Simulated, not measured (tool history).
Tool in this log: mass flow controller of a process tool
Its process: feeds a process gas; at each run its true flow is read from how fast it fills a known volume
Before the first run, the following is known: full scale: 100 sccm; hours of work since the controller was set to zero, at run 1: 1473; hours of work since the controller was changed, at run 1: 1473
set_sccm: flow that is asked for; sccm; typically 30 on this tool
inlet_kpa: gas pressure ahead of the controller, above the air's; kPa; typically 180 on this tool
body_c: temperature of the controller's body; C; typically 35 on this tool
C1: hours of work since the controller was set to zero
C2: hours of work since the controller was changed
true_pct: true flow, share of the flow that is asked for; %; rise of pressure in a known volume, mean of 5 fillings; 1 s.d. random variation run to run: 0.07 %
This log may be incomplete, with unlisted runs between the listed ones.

run 1 hour=0 | set_sccm=30 inlet_kpa=180 body_c=35 | C1=1473 C2=1473 | true_pct=99.06
run 2 hour=125 | set_sccm=30 inlet_kpa=180 body_c=35 | C1=1553 C2=1553 | true_pct=99.18
run 3 hour=194.6 | set_sccm=30 inlet_kpa=180 body_c=35 | C1=1598 C2=1598 | true_pct=99.13
run 4 hour=312.3 | set_sccm=30 inlet_kpa=180 body_c=35 | C1=1674 C2=1674 | true_pct=99.03
run 5 hour=408.8 | set_sccm=30 inlet_kpa=180 body_c=35 | C1=1736 C2=1736 | true_pct=99.17
run 6 hour=484.8 | set_sccm=30 inlet_kpa=180 body_c=35 | C1=1786 C2=1786 | true_pct=99.05
run 7 hour=602.1 | set_sccm=30 inlet_kpa=180 body_c=35 | C1=1861 C2=1861 | true_pct=99.19
run 8 hour=720.8 | set_sccm=30 inlet_kpa=180 body_c=35 | C1=1938 C2=1938 | true_pct=99.05
run 9 hour=804.7 | set_sccm=30 inlet_kpa=180 body_c=35 | C1=1992 C2=1992 | true_pct=99.1
run 10 hour=891.3 | set_sccm=30 inlet_kpa=180 body_c=35 | C1=2048 C2=2048 | true_pct=99.1
run 11 hour=1029.6 | set_sccm=18 inlet_kpa=257 body_c=38 | C1=2137 C2=2137 | true_pct=99.39
run 12 hour=1131.6 | set_sccm=18 inlet_kpa=189 body_c=31 | C1=2203 C2=2203 | true_pct=99.13
run 13 hour=1230.3 | set_sccm=40 inlet_kpa=243 body_c=29 | C1=2267 C2=2267 | true_pct=99.79
run 14 hour=1320.8 | set_sccm=40 inlet_kpa=243 body_c=29 | C1=2325 C2=2325 | true_pct=99.75
run 15 hour=1400.7 | set_sccm=25 inlet_kpa=209 body_c=36 | C1=2377 C2=2377 | true_pct=99.17
run 16 hour=1528.7 | set_sccm=13 inlet_kpa=209 body_c=26 | C1=2459 C2=2459 | true_pct=99.33
run 17 hour=1616.7 | set_sccm=13 inlet_kpa=209 body_c=26 | C1=2516 C2=2516 | true_pct=99.4
run 18 hour=1757.3 | set_sccm=44 inlet_kpa=216 body_c=26 | C1=2607 C2=2607 | true_pct=99.87
run 19 hour=1833.3 | set_sccm=30 inlet_kpa=180 body_c=39 | C1=2656 C2=2656 | true_pct=99
run 20 hour=1901.3 | set_sccm=30 inlet_kpa=180 body_c=39 | C1=2700 C2=2700 | true_pct=98.93

Branching from run 20: 4 alternative next runs. What would each branch give?
run A hour=2014.2 | set_sccm=30 inlet_kpa=232 body_c=39 | C1=2772 C2=2772 | true_pct=?
run B hour=2014.2 | set_sccm=38 inlet_kpa=207 body_c=21 | C1=2772 C2=2772 | true_pct=?
run C hour=2014.2 | set_sccm=89 inlet_kpa=161 body_c=38 | C1=2772 C2=2772 | true_pct=?
run D hour=2014.2 | set_sccm=30 inlet_kpa=180 body_c=38 | C1=2772 C2=2772 | true_pct=?

run=A true_pct=99.25
run=B true_pct=99.65
run=C true_pct=99.26
run=D true_pct=98.97
With the hidden condition removed and each run's random variation left untouched, the same runs would have given:
run=A true_pct=99.26
run=B true_pct=99.65
run=C true_pct=99.24
run=D true_pct=98.97

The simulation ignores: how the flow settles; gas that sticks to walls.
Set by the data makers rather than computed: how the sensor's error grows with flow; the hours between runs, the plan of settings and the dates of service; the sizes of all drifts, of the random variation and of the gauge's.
